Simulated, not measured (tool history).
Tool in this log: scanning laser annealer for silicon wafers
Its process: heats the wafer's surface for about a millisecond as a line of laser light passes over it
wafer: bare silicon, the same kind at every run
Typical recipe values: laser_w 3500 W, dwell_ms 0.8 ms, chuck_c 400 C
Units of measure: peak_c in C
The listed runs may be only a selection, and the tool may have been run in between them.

{"run": 1, "hour": 0.0, "laser_w": 3500, "dwell_ms": 0.8, "chuck_c": 400, "peak_c": 1085}
{"run": 2, "hour": 10.9, "laser_w": 3500, "dwell_ms": 0.8, "chuck_c": 400, "peak_c": 1086}
{"run": 3, "hour": 22.1, "laser_w": 3500, "dwell_ms": 0.76, "chuck_c": 400, "peak_c": 1068}
{"run": 4, "hour": 36.1, "laser_w": 3500, "dwell_ms": 0.8, "chuck_c": 400, "peak_c": 1084}
{"run": 5, "hour": 56.1, "laser_w": 3500, "dwell_ms": 0.8, "chuck_c": 400, "peak_c": 1085}
{"run": 6, "hour": 68.6, "laser_w": 3500, "dwell_ms": 0.8, "chuck_c": 400, "peak_c": 1084}
{"run": 7, "hour": 85.4, "laser_w": 3500, "dwell_ms": 0.8, "chuck_c": 390, "peak_c": 1073}
{"run": 8, "hour": 95.7, "laser_w": 3500, "dwell_ms": 0.8, "chuck_c": 390, "peak_c": 1076}
{"run": 9, "hour": 112.6, "laser_w": 3500, "dwell_ms": 0.8, "chuck_c": 390, "peak_c": 1070}
{"run": 10, "hour": 124.7, "laser_w": 3500, "dwell_ms": 0.8, "chuck_c": 390, "peak_c": 1070}
{"run": 11, "hour": 136.0, "laser_w": 3500, "dwell_ms": 0.8, "chuck_c": 390, "peak_c": 1071}
{"run": 12, "hour": 147.9, "laser_w": 3500, "dwell_ms": 0.8, "chuck_c": 390, "peak_c": 1067}
{"run": 13, "hour": 157.7, "laser_w": 3500, "dwell_ms": 0.8, "chuck_c": 390, "peak_c": 1069}
{"run": 14, "hour": 174.3, "laser_w": 3500, "dwell_ms": 0.8, "chuck_c": 390, "peak_c": 1068}
{"run": 15, "hour": 190.2, "laser_w": 3500, "dwell_ms": 0.8, "chuck_c": 390, "peak_c": 1071}
{"run": 16, "hour": 203.9, "laser_w": 3500, "dwell_ms": 0.8, "chuck_c": 390, "peak_c": 1066}
{"run": 17, "hour": 223.6, "laser_w": 3500, "dwell_ms": 0.731, "chuck_c": 390, "peak_c": 1033}
{"run": 18, "hour": 238.1, "laser_w": 3500, "dwell_ms": 0.731, "chuck_c": 390, "peak_c": 1035}
{"run": 19, "hour": 253.1, "laser_w": 3500, "dwell_ms": 0.731, "chuck_c": 390, "peak_c": 1037}
{"run": 20, "hour": 268.8, "laser_w": 3500, "dwell_ms": 0.731, "chuck_c": 390, "peak_c": 1031}
{"hour": 277.6, "done": "window over the wafer cleaned"}
{"run": 21, "hour": 290.9, "laser_w": 3500, "dwell_ms": 0.731, "chuck_c": 390, "peak_c": 1065}
{"run": 22, "hour": 302.2, "laser_w": 3500, "dwell_ms": 0.876, "chuck_c": 438, "peak_c": 1179}
{"run": 23, "hour": 321.8, "laser_w": 3198, "dwell_ms": 0.877, "chuck_c": 401, "peak_c": 1066}
{"run": 24, "hour": 342.3, "laser_w": 3198, "dwell_ms": 0.877, "chuck_c": 401, "peak_c": 1068}
{"run": 25, "hour": 359.8, "laser_w": 3082, "dwell_ms": 0.69, "chuck_c": 401, "peak_c": 963}
{"run": 26, "hour": 370.3, "laser_w": 3318, "dwell_ms": 0.896, "chuck_c": 400, "peak_c": 1102}
{"hour": 374.6, "done": "laser's power meter calibrated"}
{"run": 27, "hour": 386.1, "laser_w": 3500, "dwell_ms": 0.909, "chuck_c": 392, "peak_c": 1141}
{"run": 28, "hour": 401.8, "laser_w": 3711, "dwell_ms": 0.8, "chuck_c": 400, "peak_c": 1148}
{"run": 29, "hour": 419.4, "laser_w": 3711, "dwell_ms": 0.8, "chuck_c": 400, "peak_c": 1151}
{"hour": 436.2, "done": "laser's power meter calibrated, once more"}
{"run": 30, "hour": 439.9, "laser_w": 3500, "dwell_ms": 0.8, "chuck_c": 426, "peak_c": 1127}
{"run": 31, "hour": 449.8, "laser_w": 3500, "dwell_ms": 0.8, "chuck_c": 365, "peak_c": 1063}
{"run": 32, "hour": 465.4, "laser_w": 3500, "dwell_ms": 0.8, "chuck_c": 365, "peak_c": 1061}
{"run": 33, "hour": 481.9, "laser_w": 3107, "dwell_ms": 0.769, "chuck_c": 376, "peak_c": 974}
{"run": 34, "hour": 502.0, "laser_w": 3764, "dwell_ms": 0.65, "chuck_c": 435, "peak_c": 1119}
{"run": 35, "hour": 516.3, "laser_w": 3728, "dwell_ms": 0.999, "chuck_c": 379, "peak_c": 1220}
{"run": 36, "hour": 535.0, "laser_w": 3127, "dwell_ms": 0.971, "chuck_c": 396, "peak_c": 1067}
{"run": 37, "hour": 551.4, "laser_w": 3153, "dwell_ms": 0.625, "chuck_c": 396, "peak_c": 938}
{"run": 38, "hour": 569.2, "laser_w": 3153, "dwell_ms": 0.625, "chuck_c": 396, "peak_c": 938}
{"run": 39, "hour": 579.3, "laser_w": 3462, "dwell_ms": 0.73, "chuck_c": 400, "peak_c": 1054}
{"run": 40, "hour": 594.7, "laser_w": 3462, "dwell_ms": 0.73, "chuck_c": 400, "peak_c": 1053}
{"run": 41, "hour": 606.1, "laser_w": 3148, "dwell_ms": 0.989, "chuck_c": 400, "peak_c": 1081}
{"run": 42, "hour": 626.5, "laser_w": 3618, "dwell_ms": 0.8, "chuck_c": 400, "peak_c": 1119}

Each row is a separate what-if for the run after 42, all from the same tool condition, not one after another. Results?
{"run": "A", "hour": 644.4, "laser_w": 3500, "dwell_ms": 0.969, "chuck_c": 400, "peak_c": "?"}
{"run": "B", "hour": 644.4, "laser_w": 3691, "dwell_ms": 0.836, "chuck_c": 398, "peak_c": "?"}
{"run": "C", "hour": 644.4, "laser_w": 3135, "dwell_ms": 0.669, "chuck_c": 371, "peak_c": "?"}

run=A peak_c=1159
run=B peak_c=1145
run=C peak_c=925
With the hidden condition removed and each run's random variation left untouched, the same runs would have given:
run=A peak_c=1191
run=B peak_c=1177
run=C peak_c=948
